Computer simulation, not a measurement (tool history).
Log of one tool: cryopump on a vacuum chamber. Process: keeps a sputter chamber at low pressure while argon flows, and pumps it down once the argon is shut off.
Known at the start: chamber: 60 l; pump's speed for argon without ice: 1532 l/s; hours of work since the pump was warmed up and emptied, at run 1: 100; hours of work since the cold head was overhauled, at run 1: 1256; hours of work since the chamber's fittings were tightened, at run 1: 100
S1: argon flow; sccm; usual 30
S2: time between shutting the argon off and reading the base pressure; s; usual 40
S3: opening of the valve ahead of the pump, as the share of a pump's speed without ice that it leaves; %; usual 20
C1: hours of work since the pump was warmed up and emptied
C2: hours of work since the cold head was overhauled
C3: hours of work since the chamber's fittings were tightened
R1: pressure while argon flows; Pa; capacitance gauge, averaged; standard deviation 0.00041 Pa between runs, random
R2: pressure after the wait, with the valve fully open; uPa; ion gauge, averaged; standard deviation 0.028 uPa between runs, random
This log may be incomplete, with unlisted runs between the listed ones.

run,hour,S1,S2,S3,C1,C2,C3,R1,R2
1,0.0,30,40,20,100,1256,100,0.1659,1.52
2,61.4,30,40,20,132,1288,132,0.1660,1.50
3,98.6,30,40,18,152,1308,152,0.1851,1.50
4,147.5,30,40,18,178,1334,178,0.1853,1.52
5,193.6,30,40,40,202,1358,202,0.0841,1.53
6,255.3,30,40,40,234,1390,234,0.0850,1.55
7,310.1,30,40,40,263,1419,263,0.0843,1.57
8,355.3,30,40,40,287,1443,287,0.0846,1.55
9,399.4,30,40,40,310,1466,310,0.0848,1.62
10,445.5,30,40,40,334,1490,334,0.0852,1.63
11,484.5,30,103,40,354,1510,354,0.0850,0.91
12,517.9,30,103,40,372,1528,372,0.0853,0.89
13,581.1,30,103,40,405,1561,405,0.0852,0.91
14,637.9,30,103,40,435,1591,435,0.0854,0.89
15,694.8,30,103,40,465,1621,465,0.0858,0.92
16,739.6,30,40,57,488,1644,488,0.0613,1.71
17,808.7,35,40,20,525,1680,525,0.1972,1.63
18,866.9,20,31,16,555,1711,555,0.1403,2.16
19,931.5,12,111,31,589,1745,589,0.0439,0.89
20,973.3,30,30,20,611,1767,611,0.1694,2.23
21,1013.9,30,30,32,632,1788,632,0.1060,2.20
22,1055.6,21,212,20,654,1810,654,0.1190,0.80
23,1109.7,31,66,37,682,1838,682,0.0967,1.32
24,1151.5,31,66,37,704,1860,704,0.0961,1.36
25,1185.2,31,66,37,722,1878,722,0.0969,1.35
26,1223.3,41,38,23,742,1898,742,0.2021,1.93
27,1288.7,36,44,23,776,1932,776,0.1777,1.76
28,1328.0,36,44,23,797,1953,797,0.1775,1.74
29,1375.4,35,40,40,822,1978,822,0.1015,1.87
30,1405.4,35,106,48,838,1993,838,0.0862,1.15
31,1446.8,30,132,54,859,2015,859,0.0663,1.07
32,1506.8,20,40,50,891,2047,891,0.0477,1.92
33,1567.2,31,56,35,922,2078,922,0.1037,1.57
34,1604.6,30,41,20,942,2098,942,0.1709,1.92

Below are 4 alternative next runs, each starting from the tool's condition after run 34. Predict each:
A,1659.2,13,161,20,971,2127,971,?,?
B,1659.2,30,40,46,971,2127,971,?,?
C,1659.2,30,65,48,971,2127,971,?,?
D,1659.2,24,105,20,971,2127,971,?,?

run,R1,R2
A,0.0739,1.05
B,0.0778,2.03
C,0.0744,1.52
D,0.1369,1.22
The same runs, with their run-to-run variation unchanged, on a tool lacking any hidden condition would have given:
run,R1,R2
A,0.0715,0.52
B,0.0724,1.48
C,0.0690,0.97
D,0.1326,0.67
